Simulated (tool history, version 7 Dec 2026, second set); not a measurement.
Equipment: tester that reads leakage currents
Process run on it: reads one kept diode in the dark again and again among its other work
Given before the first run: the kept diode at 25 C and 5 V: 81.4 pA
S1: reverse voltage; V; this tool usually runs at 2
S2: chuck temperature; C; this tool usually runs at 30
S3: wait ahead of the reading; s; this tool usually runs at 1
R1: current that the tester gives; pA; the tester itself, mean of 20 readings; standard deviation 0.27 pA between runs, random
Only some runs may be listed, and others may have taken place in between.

run	hour	S1	S2	S3	R1
1	0	2	30	1	96.99
2	244.3	2	30	1.72	98.16
3	485.6	2	30	1.72	99.38
4	703.1	2	30	1	102.16
5	893	2	30	1	103.86
6	1062.4	2	30	1	105.48
# hour 1101.1: chuck's temperature calibrated
7	1211	2	30	1	111.04
8	1467.8	2	30	4.08	112.18
9	1670.5	12.66	30	1	235.64
# hour 1693.4: tester calibrated
10	1808.7	3.27	30	1	136.98
11	1983	3.27	30	1	138.42
12	2118.5	2	30	1	116.36
# hour 2344.5: chuck's temperature calibrated, once more
13	2394.9	2	30	1	94.9
14	2673.3	2	30	3.96	95.8

What does the tool deliver on the next run?
15	2825.3	2	30	3.96	?

R1: 97.07 pA
On a tool with no hidden condition, and with the same random variation, this run would have come out at R1 88.45 pA.
